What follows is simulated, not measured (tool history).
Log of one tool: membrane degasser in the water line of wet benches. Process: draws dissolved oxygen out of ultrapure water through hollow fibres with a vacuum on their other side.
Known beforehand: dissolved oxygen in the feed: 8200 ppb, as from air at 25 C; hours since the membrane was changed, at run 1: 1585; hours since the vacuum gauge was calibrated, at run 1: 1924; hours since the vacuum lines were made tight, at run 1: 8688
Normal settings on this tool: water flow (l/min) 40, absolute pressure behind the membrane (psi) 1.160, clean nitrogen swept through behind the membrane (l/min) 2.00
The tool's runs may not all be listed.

run,hour,water flow (l/min),absolute pressure behind the membrane (psi),clean nitrogen swept through behind the membrane (l/min),hours since the membrane was changed,hours since the vacuum gauge was calibrated,hours since the vacuum lines were made tight,dissolved oxygen in the water behind the degasser (ppb),pressure that the water loses in the fibres (psi)
1,0.0,40,1.160,2.00,1585,1924,8688,221.7,7.172
2,34.4,40,1.160,2.00,1620,1958,8722,221.7,7.237
3,92.2,40,1.160,2.00,1678,2016,8780,222.3,7.179
4,166.9,40,0.838,2.00,1752,2091,8855,125.9,7.171
5,219.7,40,1.160,2.00,1805,2144,8908,222.8,7.179
6,267.2,40,1.160,2.00,1853,2191,8955,222.0,7.147
7,349.3,40,1.160,2.00,1935,2273,9037,223.6,7.207
8,404.2,40,1.730,2.00,1990,2328,9092,387.3,7.129
9,481.5,40,1.730,2.00,2067,2405,9169,387.0,7.214
10,520.7,40,1.160,2.00,2106,2445,9209,223.0,7.155
11,600.4,40,1.160,2.00,2186,2524,9288,223.5,7.172
12,668.5,40,1.160,2.00,2254,2593,9356,222.6,7.188
13,733.2,40,2.725,2.00,2319,2657,9421,661.4,7.169
14,773.4,40,1.160,2.00,2359,2697,9461,222.9,7.211
15,816.2,40,1.160,1.81,2402,2740,9504,244.3,7.242
16,870.4,40,1.160,2.00,2456,2794,9558,224.1,7.208
17,925.2,40,1.160,2.00,2511,2849,9613,224.0,7.172
18,968.5,30,2.611,4.84,2554,2893,9656,221.9,5.413
# hour 978.1: seals of the vacuum lines changed
19,1033.0,40,1.738,2.79,2616,2955,55,293.7,7.229
20,1092.9,40,1.738,2.79,2676,3015,115,292.6,7.256
21,1160.7,45,2.023,2.00,2744,3083,183,524.8,8.119
22,1213.0,45,1.856,1.06,2796,3135,235,769.6,8.164
23,1262.2,45,0.831,1.95,2846,3184,284,151.1,8.176
24,1340.6,43,2.438,1.23,2924,3263,363,911.9,7.758
25,1403.8,35,2.154,4.40,2987,3326,426,222.6,6.312
26,1451.7,53,0.766,1.08,3035,3374,474,244.9,9.594
27,1485.1,33,0.766,1.16,3068,3407,507,138.8,5.944
28,1543.2,33,0.766,1.16,3127,3465,565,138.3,5.997
29,1576.5,53,0.806,2.12,3160,3498,598,172.1,9.601
30,1652.4,40,2.534,2.00,3236,3574,674,615.5,7.234
31,1695.7,35,1.285,1.61,3279,3618,718,275.4,6.315
32,1765.3,35,1.285,1.61,3349,3687,787,276.1,6.296

Results for each run, recomputed without the tool's hidden state and with each run's random variation untouched:
Unlogged tool condition in this case: membrane still open, %; true pressure behind the membrane over the reading, kPa; air that leaks in behind the membrane, l/min; drift of the gauge itself on oxygen_ppb, %; drift of the gauge itself on loss_of_pressure_kpa, %.
run,dissolved oxygen in the water behind the degasser (ppb),pressure that the water loses in the fibres (psi)
1,215.7,7.113
2,215.7,7.175
3,216.1,7.114
4,119.7,7.102
5,216.2,7.110
6,215.3,7.076
7,216.7,7.132
8,380.0,7.050
9,379.6,7.134
10,215.7,7.073
11,216.0,7.087
12,214.9,7.100
13,652.8,7.078
14,214.9,7.118
15,235.6,7.147
16,215.9,7.113
17,215.6,7.075
18,217.9,5.337
19,287.8,7.126
20,286.6,7.150
21,515.9,7.997
22,755.6,8.039
23,140.6,8.048
24,900.0,7.632
25,218.9,6.208
26,224.6,9.433
27,127.1,5.842
28,126.5,5.894
29,158.6,9.433
30,606.8,7.105
31,265.8,6.200
32,266.4,6.179
